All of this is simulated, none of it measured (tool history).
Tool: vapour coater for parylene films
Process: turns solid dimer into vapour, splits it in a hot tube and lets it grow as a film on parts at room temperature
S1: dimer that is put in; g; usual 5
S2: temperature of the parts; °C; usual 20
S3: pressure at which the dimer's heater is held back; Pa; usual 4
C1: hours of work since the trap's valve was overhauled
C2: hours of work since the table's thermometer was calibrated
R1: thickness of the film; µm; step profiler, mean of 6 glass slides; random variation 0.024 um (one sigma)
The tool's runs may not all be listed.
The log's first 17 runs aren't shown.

run	hour	S1	S2	S3	C1	C2	R1
18	934.8	5	20	4	271	1249	3.13
19	1011.4	2	20	4	331	1309	1.2
20	1053.6	2	20	4	364	1342	1.22
21	1087.6	5	20	4	390	1368	3.07
# hour 1147.2: trap's valve overhauled
22	1152.2	5	20	4	4	1415	3.25
23	1192.9	5	20	4	36	1447	3.24
24	1248.2	2	12	11.19	79	1490	1.43
25	1320.8	2	13	3.28	135	1547	1.59
26	1359.5	3	24	4.17	166	1577	1.7
27	1411.9	7	27	2.19	206	1618	3.86
28	1471.8	2	14	2.06	253	1665	1.55
29	1540.8	2	14	2.06	307	1718	1.55
30	1598	2	17	3.45	352	1763	1.34
31	1680.3	7	29	3.99	416	1827	3.34
# hour 1709.4: trap's valve overhauled
32	1759.9	7	19	3.05	39	1886	4.82
33	1812.3	7	19	3.05	80	1927	4.79
34	1868.7	7	25	9.84	124	1971	3.56
35	1931.9	8	20	9.17	174	2020	4.67
36	2007.5	3	19	4	232	2079	1.92
37	2049.3	3	19	4	265	2112	1.94
38	2087.1	2	15	3.69	295	2141	1.43
39	2127.5	2	20	4	326	2173	1.24
40	2209.9	5	31	6.22	390	2237	2.17

Forecast run 41:
41	2250.8	7	30	2.71	422	2269	?

R1: 3.36 µm
Without the tool's hidden state the same run would have given R1 3.64 µm.
